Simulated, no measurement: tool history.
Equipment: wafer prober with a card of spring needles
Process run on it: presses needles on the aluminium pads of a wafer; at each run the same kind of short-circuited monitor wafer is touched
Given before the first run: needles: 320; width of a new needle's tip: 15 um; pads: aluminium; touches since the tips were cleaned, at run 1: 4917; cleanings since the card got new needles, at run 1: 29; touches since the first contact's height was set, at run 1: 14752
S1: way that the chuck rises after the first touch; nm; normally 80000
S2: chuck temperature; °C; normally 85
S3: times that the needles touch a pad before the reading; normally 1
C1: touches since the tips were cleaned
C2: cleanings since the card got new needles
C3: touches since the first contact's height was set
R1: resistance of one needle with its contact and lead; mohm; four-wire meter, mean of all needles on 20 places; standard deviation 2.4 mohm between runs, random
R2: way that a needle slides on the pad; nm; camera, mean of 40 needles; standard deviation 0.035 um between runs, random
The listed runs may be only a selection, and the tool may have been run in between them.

run 1 hour=0.0 | S1=80000 S2=85 S3=1 | C1=4917 C2=29 C3=14752 | R1=279 R2=13770
-- hour=8.7 tips cleaned on abrasive film
-- hour=39.1 tips cleaned on abrasive film
run 2 hour=46.4 | S1=80000 S2=85 S3=1 | C1=1727 C2=31 C3=25767 | R1=277 R2=13710
-- hour=68.3 tips cleaned on abrasive film
-- hour=97.8 tips cleaned on abrasive film
run 3 hour=98.3 | S1=80000 S2=30 S3=1 | C1=131 C2=33 C3=38126 | R1=266 R2=13720
-- hour=127.5 tips cleaned on abrasive film
run 4 hour=138.5 | S1=80000 S2=30 S3=1 | C1=2618 C2=34 C3=47678 | R1=264 R2=13800
-- hour=157.5 tips cleaned on abrasive film
run 5 hour=176.5 | S1=80000 S2=85 S3=1 | C1=4540 C2=35 C3=56739 | R1=281 R2=13740
-- hour=186.3 tips cleaned on abrasive film
run 6 hour=208.6 | S1=80000 S2=28 S3=1 | C1=5328 C2=36 C3=64372 | R1=262 R2=13710
-- hour=214.2 tips cleaned on abrasive film
run 7 hour=234.3 | S1=80000 S2=28 S3=1 | C1=4807 C2=37 C3=70485 | R1=262 R2=13680
-- hour=242.6 tips cleaned on abrasive film
run 8 hour=263.7 | S1=80000 S2=54 S3=1 | C1=5033 C2=38 C3=77469 | R1=270 R2=13630
-- hour=271.3 tips cleaned on abrasive film
-- hour=303.4 tips cleaned on abrasive film
run 9 hour=308.9 | S1=80000 S2=54 S3=1 | C1=1314 C2=40 C3=88214 | R1=271 R2=13620
-- hour=333.5 tips cleaned on abrasive film
run 10 hour=341.9 | S1=80000 S2=54 S3=1 | C1=2017 C2=41 C3=96061 | R1=276 R2=13660
-- hour=364.7 tips cleaned on abrasive film
run 11 hour=370.2 | S1=80000 S2=54 S3=1 | C1=1296 C2=42 C3=102778 | R1=270 R2=13650
-- hour=394.9 tips cleaned on abrasive film
run 12 hour=410.0 | S1=80000 S2=85 S3=1 | C1=3608 C2=43 C3=112261 | R1=281 R2=13610
-- hour=423.7 tips cleaned on abrasive film
-- hour=451.4 tips cleaned on abrasive film
run 13 hour=460.5 | S1=89000 S2=85 S3=1 | C1=2160 C2=45 C3=124261 | R1=276 R2=15070
-- hour=480.2 tips cleaned on abrasive film
run 14 hour=487.6 | S1=89000 S2=85 S3=1 | C1=1768 C2=46 C3=130712 | R1=276 R2=15190
-- hour=510.0 tips cleaned on abrasive film
run 15 hour=520.1 | S1=81000 S2=97 S3=1 | C1=2413 C2=47 C3=138449 | R1=278 R2=13770
-- hour=541.8 tips cleaned on abrasive film
run 16 hour=544.5 | S1=81000 S2=97 S3=1 | C1=661 C2=48 C3=144247 | R1=282 R2=13730
-- hour=571.4 tips cleaned on abrasive film
run 17 hour=592.1 | S1=80000 S2=85 S3=1 | C1=4944 C2=49 C3=155570 | R1=275 R2=13620
-- hour=602.0 tips cleaned on abrasive film
-- hour=630.6 tips cleaned on abrasive film
run 18 hour=643.6 | S1=62000 S2=66 S3=2 | C1=3106 C2=51 C3=167811 | R1=272 R2=10480
-- hour=659.1 tips cleaned on abrasive film
run 19 hour=667.0 | S1=75000 S2=38 S3=1 | C1=1863 C2=52 C3=173368 | R1=269 R2=12720
-- hour=687.6 tips cleaned on abrasive film
run 20 hour=702.8 | S1=75000 S2=38 S3=1 | C1=3626 C2=53 C3=181907 | R1=267 R2=12740
-- hour=716.9 tips cleaned on abrasive film
-- hour=745.4 tips cleaned on abrasive film
run 21 hour=757.6 | S1=89000 S2=38 S3=1 | C1=2904 C2=55 C3=194932 | R1=260 R2=15070
-- hour=775.9 tips cleaned on abrasive film
-- hour=803.8 tips cleaned on abrasive film
run 22 hour=811.6 | S1=89000 S2=38 S3=1 | C1=1864 C2=57 C3=207769 | R1=264 R2=15050
-- hour=819.4 height of the first contact set anew
-- hour=836.0 tips cleaned on abrasive film
run 23 hour=840.1 | S1=89000 S2=39 S3=3 | C1=958 C2=58 C3=4915 | R1=266 R2=15040
run 24 hour=862.7 | S1=89000 S2=39 S3=3 | C1=6373 C2=58 C3=10330 | R1=265 R2=15040
-- hour=866.4 tips cleaned on abrasive film
-- hour=898.3 tips cleaned on abrasive film
run 25 hour=913.3 | S1=73000 S2=75 S3=2 | C1=3574 C2=60 C3=22335 | R1=269 R2=12380
-- hour=927.8 tips cleaned on abrasive film
-- hour=959.5 tips cleaned on abrasive film
run 26 hour=960.8 | S1=61000 S2=78 S3=2 | C1=301 C2=62 C3=33623 | R1=279 R2=10270
-- hour=988.8 tips cleaned on abrasive film
run 27 hour=1005.2 | S1=61000 S2=78 S3=2 | C1=3908 C2=63 C3=44198 | R1=284 R2=10280

Predict each of these 4 candidate next runs independently; none follows another, all start after run 27:
-- hour=1019.5 tips cleaned on abrasive film
run A hour=1046.8 | S1=67000 S2=78 S3=2 | C1=6534 C2=64 C3=54118 | R1=? R2=?
-- hour=1019.5 tips cleaned on abrasive film
run B hour=1046.8 | S1=87000 S2=44 S3=1 | C1=6534 C2=64 C3=54118 | R1=? R2=?
-- hour=1019.5 tips cleaned on abrasive film
run C hour=1046.8 | S1=73000 S2=92 S3=1 | C1=6534 C2=64 C3=54118 | R1=? R2=?
-- hour=1019.5 tips cleaned on abrasive film
run D hour=1046.8 | S1=71000 S2=33 S3=3 | C1=6534 C2=64 C3=54118 | R1=? R2=?

run=A R1=280 R2=11310
run=B R1=266 R2=14750
run=C R1=282 R2=12210
run=D R1=268 R2=11910
The same runs, with their run-to-run variation unchanged, on a tool lacking any hidden condition would have given:
run=A R1=280 R2=11550
run=B R1=265 R2=15060
run=C R1=281 R2=12480
run=D R1=268 R2=12170
